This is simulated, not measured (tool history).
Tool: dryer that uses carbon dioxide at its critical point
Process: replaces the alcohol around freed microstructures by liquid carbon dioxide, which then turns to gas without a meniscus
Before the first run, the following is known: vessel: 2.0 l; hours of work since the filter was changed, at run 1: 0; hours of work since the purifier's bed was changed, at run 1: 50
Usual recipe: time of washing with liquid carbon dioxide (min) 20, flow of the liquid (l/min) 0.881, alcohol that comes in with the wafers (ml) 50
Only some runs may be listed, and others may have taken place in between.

run,day,time of washing with liquid carbon dioxide (min),flow of the liquid (l/min),alcohol that comes in with the wafers (ml),hours of work since the filter was changed,hours of work since the purifier's bed was changed,alcohol left in the vessel before it's heated (ppm by volume)
1,0.000,20,0.881,50,0,50,43
2,1.304,20,0.881,50,12,62,44
3,4.129,20,0.881,50,38,88,44
4,6.729,20,0.881,50,62,112,63
5,8.400,20,0.934,50,77,128,88
6,10.788,20,0.934,50,100,150,78
7,12.604,20,0.881,50,116,166,97
8,14.988,20,0.881,50,138,188,103
9,17.625,20,0.881,50,163,213,108
10,19.383,20,0.821,50,179,229,128
11,21.212,20,0.821,50,196,246,127
12,23.892,20,0.821,50,220,271,145
13,26.417,20,0.881,50,244,294,150
14,28.467,22,0.650,21,263,313,175
15,30.104,12,0.881,52,278,328,396
16,31.788,12,0.881,52,293,343,419
17,33.058,13,0.648,50,305,355,832
18,35.617,28,1.104,52,329,379,182
19,36.933,18,0.584,52,341,391,519
# day 37.688: inlet filter changed
20,39.408,20,1.321,84,16,413,189
21,41.025,13,1.148,22,31,428,200
22,42.638,13,1.148,22,46,443,209
23,45.142,13,1.148,22,69,466,227
24,47.533,31,1.060,59,91,488,214
25,49.312,32,0.998,59,107,505,236

Alternative continuations, all from the tool just after run 25; predict every row:
A,52.021,21,1.386,50,132,530,?
B,52.021,22,0.998,59,132,530,?
C,52.021,18,0.998,59,132,530,?
D,52.021,26,1.169,57,132,530,?
E,52.021,20,0.609,26,132,530,?

run,alcohol left in the vessel before it's heated (ppm by volume)
A,239
B,228
C,245
D,251
E,307
Without the tool's hidden state the same runs would have given:
run,alcohol left in the vessel before it's heated (ppm by volume)
A,7
B,0
C,5
D,14
E,57
